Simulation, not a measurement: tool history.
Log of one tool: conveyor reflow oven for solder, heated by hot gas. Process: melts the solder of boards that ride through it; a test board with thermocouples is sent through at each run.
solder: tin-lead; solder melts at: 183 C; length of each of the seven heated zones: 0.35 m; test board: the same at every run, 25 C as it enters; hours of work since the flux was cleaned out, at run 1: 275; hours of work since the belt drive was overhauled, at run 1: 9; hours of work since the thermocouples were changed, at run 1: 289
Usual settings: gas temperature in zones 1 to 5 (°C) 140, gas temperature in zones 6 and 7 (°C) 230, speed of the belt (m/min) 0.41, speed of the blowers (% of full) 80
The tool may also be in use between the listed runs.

run   hour  gas temperature in zones 1 to 5 (°C)  gas temperature in zones 6 and 7 (°C)  speed of the belt (m/min)  speed of the blowers (% of full)  hours of work since the flux was cleaned out  hours of work since the belt drive was overhauled  hours of work since the thermocouples were changed  highest temperature of the board (°C)  time above the solder's melting point (s)
  1      0                                   140                                    230                       0.41                                80                                           275                                                  9                                                 289                                  213.7                                       74.3
  2   26.5                                   140                                    230                       0.41                                80                                           288                                                 22                                                 301                                  214.3                                       74.3
  3   49.6                                   140                                    230                       0.41                                80                                           299                                                 33                                                 313                                    214                                       74.1
  4   76.6                                   140                                    228                       0.41                                80                                           312                                                 47                                                 326                                  211.7                                       71.9
  5  103.5                                   150                                    230                       0.41                                80                                           325                                                 60                                                 339                                  215.5                                       81.4
  6  134.2                                   140                                    230                       0.41                                80                                           340                                                 74                                                 354                                  212.4                                       73.6
  7  148.9                                   138                                    230                       0.41                                80                                           347                                                 82                                                 361                                  213.3                                       71.7
  8  163.2                                   140                                    230                       0.41                                61                                           354                                                 89                                                 368                                  208.5                                       65.6
  9    196                                   140                                    230                       0.41                                61                                           370                                                104                                                 384                                  208.3                                       65.1
 10  213.5                                   140                                    230                       0.41                                61                                           379                                                113                                                 392                                  208.5                                       64.9
 11    229                                   140                                    230                       0.41                                61                                           386                                                120                                                 400                                  208.5                                       65.1
     249.9  -- flux residue cleaned out of gas plates and filters
 12    260                                   140                                    230                       0.41                                61                                             5                                                133                                                 412                                  210.8                                       70.5
 13  285.2                                   140                                    230                       0.41                                61                                            17                                                145                                                 425                                  210.8                                       69.8

The next listed run, before its measurement:
 14  305.5                                   152                                    228                       0.41                                69                                            27                                                155                                                 434                                      ?                                          ?

Run 14 gave highest temperature of the board (°C) 213.4, time above the solder's melting point (s) 81.
Without the tool's hidden state the same run would have given highest temperature of the board (°C) 214.8, time above the solder's melting point (s) 82.2.

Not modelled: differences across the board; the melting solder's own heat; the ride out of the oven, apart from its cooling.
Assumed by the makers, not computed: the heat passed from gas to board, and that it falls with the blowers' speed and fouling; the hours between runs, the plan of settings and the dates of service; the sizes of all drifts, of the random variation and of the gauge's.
